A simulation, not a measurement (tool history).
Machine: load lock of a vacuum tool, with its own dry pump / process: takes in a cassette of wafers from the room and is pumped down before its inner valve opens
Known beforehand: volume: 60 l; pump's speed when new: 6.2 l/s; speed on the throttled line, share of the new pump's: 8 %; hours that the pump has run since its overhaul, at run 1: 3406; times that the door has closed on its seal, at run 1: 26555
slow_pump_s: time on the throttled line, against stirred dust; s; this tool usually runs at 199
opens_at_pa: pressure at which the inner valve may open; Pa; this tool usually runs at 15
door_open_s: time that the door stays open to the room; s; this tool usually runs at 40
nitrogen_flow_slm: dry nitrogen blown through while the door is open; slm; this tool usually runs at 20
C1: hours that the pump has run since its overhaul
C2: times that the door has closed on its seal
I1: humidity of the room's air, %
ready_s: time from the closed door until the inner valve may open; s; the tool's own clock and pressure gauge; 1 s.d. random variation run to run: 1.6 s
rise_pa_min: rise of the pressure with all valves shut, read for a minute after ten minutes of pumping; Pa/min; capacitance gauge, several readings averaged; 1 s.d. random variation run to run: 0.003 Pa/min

Run 1, hour 0.0: usual settings; C1 3406; C2 26555; I1 45.3. Result: ready_s 274.5 s, rise_pa_min 0.143 Pa/min.
Run 2, hour 118.4: usual settings; C1 3525; C2 27068; I1 45.1. Result: ready_s 274.5 s, rise_pa_min 0.141 Pa/min.
Run 3, hour 264.1: usual settings but slow_pump_s 150 s; C1 3670; C2 27699; I1 46.8. Result: ready_s 229.2 s, rise_pa_min 0.141 Pa/min.
Run 4, hour 441.5: usual settings but slow_pump_s 150 s; C1 3848; C2 28467; I1 46.5. Result: ready_s 230.9 s, rise_pa_min 0.156 Pa/min.
Run 5, hour 585.5: usual settings but slow_pump_s 150 s; C1 3992; C2 29091; I1 42.2. Result: ready_s 231.5 s, rise_pa_min 0.158 Pa/min.
Run 6, hour 672.7: usual settings but slow_pump_s 150 s; C1 4079; C2 29469; I1 45.8. Result: ready_s 231.9 s, rise_pa_min 0.164 Pa/min.
Run 7, hour 787.3: usual settings; C1 4193; C2 29965; I1 44.2. Result: ready_s 276.1 s, rise_pa_min 0.161 Pa/min.
Run 8, hour 937.9: usual settings; C1 4344; C2 30617; I1 47.7. Result: ready_s 276.9 s, rise_pa_min 0.174 Pa/min.
Run 9, hour 1056.7: usual settings but door_open_s 231 s; C1 4463; C2 31132; I1 45.8. Result: ready_s 274.6 s, rise_pa_min 0.191 Pa/min.
Run 10, hour 1210.4: usual settings but slow_pump_s 365 s, opens_at_pa 12 Pa, door_open_s 47 s, nitrogen_flow_slm 7 slm; C1 4617; C2 31797; I1 46.8. Result: ready_s 425.4 s, rise_pa_min 0.193 Pa/min.
Run 11, hour 1396.8: usual settings but slow_pump_s 365 s, opens_at_pa 20 Pa, door_open_s 47 s, nitrogen_flow_slm 19 slm; C1 4803; C2 32605; I1 42.0. Result: ready_s 422.2 s, rise_pa_min 0.193 Pa/min.
Run 12, hour 1494.4: usual settings but slow_pump_s 265 s, opens_at_pa 20 Pa, door_open_s 47 s, nitrogen_flow_slm 14 slm; C1 4901; C2 33027; I1 45.1. Result: ready_s 336.7 s, rise_pa_min 0.195 Pa/min.
Run 13, hour 1603.8: usual settings but door_open_s 27 s; C1 5010; C2 33501; I1 44.4. Result: ready_s 280.5 s, rise_pa_min 0.192 Pa/min.
Run 14, hour 1746.9: usual settings but door_open_s 27 s; C1 5153; C2 34121; I1 46.4. Result: ready_s 275.1 s, rise_pa_min 0.195 Pa/min.
Run 15, hour 1883.6: usual settings but opens_at_pa 11 Pa; C1 5290; C2 34713; I1 46.2. Result: ready_s 281.2 s, rise_pa_min 0.201 Pa/min.

Consider 4 possible next runs. They are alternatives, not a sequence: every one starts from the tool as it was left by run 15. What does each give?
Run A, hour 2023.5: usual settings but slow_pump_s 318 s, opens_at_pa 17 Pa, door_open_s 220 s; C1 5430; C2 35319; I1 41.4. Result: ready_s ?, rise_pa_min ?.
Run B, hour 2023.5: usual settings but opens_at_pa 17 Pa; C1 5430; C2 35319; I1 44.1. Result: ready_s ?, rise_pa_min ?.
Run C, hour 2023.5: usual settings but slow_pump_s 342 s; C1 5430; C2 35319; I1 45.9. Result: ready_s ?, rise_pa_min ?.
Run D, hour 2023.5: usual settings but opens_at_pa 19 Pa, door_open_s 112 s, nitrogen_flow_slm 19 slm; C1 5430; C2 35319; I1 43.5. Result: ready_s ?, rise_pa_min ?.

run  ready_s  rise_pa_min
  A    385.1        0.227
  B    273.7        0.218
  C    402.5        0.206
  D    274.5        0.224
With no hidden state in the tool, these same runs would have given:
run  ready_s  rise_pa_min
  A    377.3        0.037
  B    265.0        0.022
  C    395.1        0.015
  D    265.7        0.033
